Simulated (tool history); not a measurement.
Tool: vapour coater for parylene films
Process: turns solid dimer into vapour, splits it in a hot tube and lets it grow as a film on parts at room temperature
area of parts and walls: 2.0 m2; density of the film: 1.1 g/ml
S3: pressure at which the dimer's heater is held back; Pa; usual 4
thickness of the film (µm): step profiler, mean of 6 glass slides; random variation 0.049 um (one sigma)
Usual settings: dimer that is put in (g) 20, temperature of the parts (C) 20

{"run": 1, "day": 0.0, "dimer that is put in (g)": 20, "temperature of the parts (C)": 20, "S3": 4, "thickness of the film (µm)": 5.46}
{"run": 2, "day": 0.825, "dimer that is put in (g)": 20, "temperature of the parts (C)": 20, "S3": 4, "thickness of the film (µm)": 5.4}
{"run": 3, "day": 2.367, "dimer that is put in (g)": 20, "temperature of the parts (C)": 20, "S3": 4, "thickness of the film (µm)": 5.44}
{"run": 4, "day": 3.417, "dimer that is put in (g)": 20, "temperature of the parts (C)": 20, "S3": 4, "thickness of the film (µm)": 5.31}
{"run": 5, "day": 5.104, "dimer that is put in (g)": 20, "temperature of the parts (C)": 20, "S3": 7.54, "thickness of the film (µm)": 4.7}
{"run": 6, "day": 5.967, "dimer that is put in (g)": 20, "temperature of the parts (C)": 20, "S3": 7.54, "thickness of the film (µm)": 4.66}
{"run": 7, "day": 6.783, "dimer that is put in (g)": 12, "temperature of the parts (C)": 20, "S3": 4, "thickness of the film (µm)": 3.18}
{"run": 8, "day": 8.1, "dimer that is put in (g)": 12, "temperature of the parts (C)": 20, "S3": 4, "thickness of the film (µm)": 3.2}
{"run": 9, "day": 9.767, "dimer that is put in (g)": 12, "temperature of the parts (C)": 20, "S3": 4, "thickness of the film (µm)": 3.15}
{"run": 10, "day": 11.458, "dimer that is put in (g)": 20, "temperature of the parts (C)": 20, "S3": 5.05, "thickness of the film (µm)": 5}
{"run": 11, "day": 12.5, "dimer that is put in (g)": 20, "temperature of the parts (C)": 20, "S3": 5.05, "thickness of the film (µm)": 5.07}
{"run": 12, "day": 13.875, "dimer that is put in (g)": 20, "temperature of the parts (C)": 20, "S3": 4, "thickness of the film (µm)": 5.22}
{"run": 13, "day": 15.129, "dimer that is put in (g)": 20, "temperature of the parts (C)": 20, "S3": 4, "thickness of the film (µm)": 5.19}
{"run": 14, "day": 16.704, "dimer that is put in (g)": 20, "temperature of the parts (C)": 20, "S3": 4, "thickness of the film (µm)": 5.18}
{"day": 17.871, "done": "trap's valve overhauled"}
{"run": 15, "day": 17.875, "dimer that is put in (g)": 20, "temperature of the parts (C)": 22, "S3": 4, "thickness of the film (µm)": 4.64}
{"run": 16, "day": 19.338, "dimer that is put in (g)": 20, "temperature of the parts (C)": 22, "S3": 4, "thickness of the film (µm)": 4.66}
{"run": 17, "day": 20.492, "dimer that is put in (g)": 20, "temperature of the parts (C)": 22, "S3": 4, "thickness of the film (µm)": 4.56}
{"day": 20.912, "done": "trap's valve overhauled, once more"}
{"run": 18, "day": 21.579, "dimer that is put in (g)": 18, "temperature of the parts (C)": 20, "S3": 4, "thickness of the film (µm)": 4.92}
{"run": 19, "day": 23.117, "dimer that is put in (g)": 20, "temperature of the parts (C)": 20, "S3": 4, "thickness of the film (µm)": 5.39}
{"run": 20, "day": 24.796, "dimer that is put in (g)": 20, "temperature of the parts (C)": 20, "S3": 7.33, "thickness of the film (µm)": 4.71}
{"run": 21, "day": 26.625, "dimer that is put in (g)": 20, "temperature of the parts (C)": 20, "S3": 4, "thickness of the film (µm)": 5.41}
{"run": 22, "day": 28.317, "dimer that is put in (g)": 20, "temperature of the parts (C)": 20, "S3": 4, "thickness of the film (µm)": 5.37}
{"run": 23, "day": 29.262, "dimer that is put in (g)": 20, "temperature of the parts (C)": 20, "S3": 3.72, "thickness of the film (µm)": 5.41}
{"run": 24, "day": 30.579, "dimer that is put in (g)": 12, "temperature of the parts (C)": 23, "S3": 2.06, "thickness of the film (µm)": 3.17}
{"run": 25, "day": 31.642, "dimer that is put in (g)": 35, "temperature of the parts (C)": 27, "S3": 2.06, "thickness of the film (µm)": 7.6}
{"run": 26, "day": 32.617, "dimer that is put in (g)": 25, "temperature of the parts (C)": 16, "S3": 2.62, "thickness of the film (µm)": 8.83}
{"run": 27, "day": 33.975, "dimer that is put in (g)": 8, "temperature of the parts (C)": 25, "S3": 2.94, "thickness of the film (µm)": 1.72}
{"run": 28, "day": 35.196, "dimer that is put in (g)": 10, "temperature of the parts (C)": 25, "S3": 5.23, "thickness of the film (µm)": 1.94}
{"run": 29, "day": 36.458, "dimer that is put in (g)": 10, "temperature of the parts (C)": 16, "S3": 5.23, "thickness of the film (µm)": 2.96}
{"run": 30, "day": 37.492, "dimer that is put in (g)": 20, "temperature of the parts (C)": 20, "S3": 4.84, "thickness of the film (µm)": 5.03}
{"run": 31, "day": 38.975, "dimer that is put in (g)": 20, "temperature of the parts (C)": 20, "S3": 4.84, "thickness of the film (µm)": 4.98}
{"run": 32, "day": 40.15, "dimer that is put in (g)": 27, "temperature of the parts (C)": 13, "S3": 2.14, "thickness of the film (µm)": 11.2}
{"run": 33, "day": 41.962, "dimer that is put in (g)": 27, "temperature of the parts (C)": 13, "S3": 2.14, "thickness of the film (µm)": 11.08}
{"run": 34, "day": 43.304, "dimer that is put in (g)": 15, "temperature of the parts (C)": 29, "S3": 7.97, "thickness of the film (µm)": 2.14}
{"run": 35, "day": 44.721, "dimer that is put in (g)": 15, "temperature of the parts (C)": 29, "S3": 7.97, "thickness of the film (µm)": 2.1}
{"run": 36, "day": 45.662, "dimer that is put in (g)": 26, "temperature of the parts (C)": 27, "S3": 4, "thickness of the film (µm)": 4.71}
{"run": 37, "day": 47.117, "dimer that is put in (g)": 26, "temperature of the parts (C)": 27, "S3": 4, "thickness of the film (µm)": 4.68}
{"day": 48.138, "done": "trap's valve overhauled"}
{"run": 38, "day": 48.179, "dimer that is put in (g)": 26, "temperature of the parts (C)": 27, "S3": 4, "thickness of the film (µm)": 5.04}
{"run": 39, "day": 49.796, "dimer that is put in (g)": 12, "temperature of the parts (C)": 22, "S3": 4, "thickness of the film (µm)": 2.95}
{"run": 40, "day": 50.825, "dimer that is put in (g)": 14, "temperature of the parts (C)": 31, "S3": 4.76, "thickness of the film (µm)": 2.1}
{"run": 41, "day": 51.971, "dimer that is put in (g)": 15, "temperature of the parts (C)": 29, "S3": 3.79, "thickness of the film (µm)": 2.65}
{"run": 42, "day": 53.808, "dimer that is put in (g)": 16, "temperature of the parts (C)": 20, "S3": 6.01, "thickness of the film (µm)": 3.87}
{"run": 43, "day": 54.621, "dimer that is put in (g)": 20, "temperature of the parts (C)": 26, "S3": 4, "thickness of the film (µm)": 4.03}

3 ways to go on from here, each from the tool as it stands after run 43. What would each give?
{"run": "A", "day": 56.329, "dimer that is put in (g)": 17, "temperature of the parts (C)": 12, "S3": 6.56, "thickness of the film (µm)": "?"}
{"run": "B", "day": 56.329, "dimer that is put in (g)": 19, "temperature of the parts (C)": 18, "S3": 4, "thickness of the film (µm)": "?"}
{"run": "C", "day": 56.329, "dimer that is put in (g)": 10, "temperature of the parts (C)": 26, "S3": 4, "thickness of the film (µm)": "?"}

run=A thickness_of_the_film_(µm)=6
run=B thickness_of_the_film_(µm)=5.5
run=C thickness_of_the_film_(µm)=1.96
Without the tool's hidden state the same runs would have given:
run=A thickness_of_the_film_(µm)=6.29
run=B thickness_of_the_film_(µm)=5.77
run=C thickness_of_the_film_(µm)=2.05

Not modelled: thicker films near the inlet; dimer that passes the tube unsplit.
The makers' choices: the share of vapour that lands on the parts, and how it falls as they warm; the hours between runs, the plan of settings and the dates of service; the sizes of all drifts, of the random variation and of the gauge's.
